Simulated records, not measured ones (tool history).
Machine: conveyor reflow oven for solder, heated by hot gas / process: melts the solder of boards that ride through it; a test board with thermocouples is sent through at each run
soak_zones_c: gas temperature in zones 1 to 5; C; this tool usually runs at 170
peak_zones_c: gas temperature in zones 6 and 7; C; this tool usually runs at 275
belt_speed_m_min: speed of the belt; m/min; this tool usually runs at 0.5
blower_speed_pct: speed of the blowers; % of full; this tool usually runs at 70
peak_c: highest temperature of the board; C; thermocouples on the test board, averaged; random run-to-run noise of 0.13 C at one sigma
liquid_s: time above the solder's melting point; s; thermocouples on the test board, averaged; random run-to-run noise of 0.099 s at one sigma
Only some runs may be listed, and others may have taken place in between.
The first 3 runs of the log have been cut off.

run,hour,soak_zones_c,peak_zones_c,belt_speed_m_min,blower_speed_pct,hours of work since the flux was cleaned out,hours of work since the belt drive was overhauled,hours of work since the thermocouples were changed,peak_c,liquid_s
# hour 30.9: flux residue cleaned out of gas plates and filters
4,34,170,275,0.5,70,2,500,330,261.4,78.98
5,45.1,170,275,0.5,70,11,509,338,260.8,78.68
6,53.6,170,265,0.5,70,17,515,345,251.6,71.86
7,63.5,170,265,0.5,70,25,523,352,251.6,72.01
8,70.9,170,265,0.5,70,30,529,358,251.4,71.81
9,84.1,170,275,0.5,76,40,539,368,261.7,79.93
10,95.5,170,275,0.5,76,49,547,377,261.8,79.72
11,111.4,170,275,0.5,70,61,559,389,260.6,78.63
12,127,170,275,0.5,70,73,571,401,260.5,78.67
13,137.2,170,275,0.5,73,81,579,408,261,79.15
14,152.2,170,275,0.5,73,92,590,420,260.8,79.15
15,164.9,181,275,0.5,73,102,600,429,262.1,84.92
16,172.5,170,275,0.5,70,108,606,435,260.1,78.56
17,182.3,170,275,0.5,70,115,613,443,260.3,78.64
18,193.1,170,275,0.5,70,123,622,451,260,78.51
19,206.1,170,275,0.5,70,133,631,461,260.3,78.49
20,219,170,266,0.512,70,143,641,471,251.1,69.54
21,232.7,170,266,0.453,56,154,652,481,251.8,79.88
22,239.3,170,266,0.453,68,159,657,486,254.1,82.81
23,253.6,170,275,0.579,70,169,668,497,255.2,63.26
24,267.1,170,275,0.579,70,180,678,507,255.2,62.96
25,280.4,170,275,0.579,70,190,688,517,254.7,63.07
26,289.8,174,284,0.447,59,197,695,524,269.7,96.65

Estimate the outcome of run 27 from the log above:
27,296.3,174,284,0.447,59,202,700,529,?,?

{"run 27": {"peak_c": 269.8, "liquid_s": 96.96}}
Minus the tool's unlogged condition, the same run would have read peak_c 271.6 C, liquid_s 96.43 s.
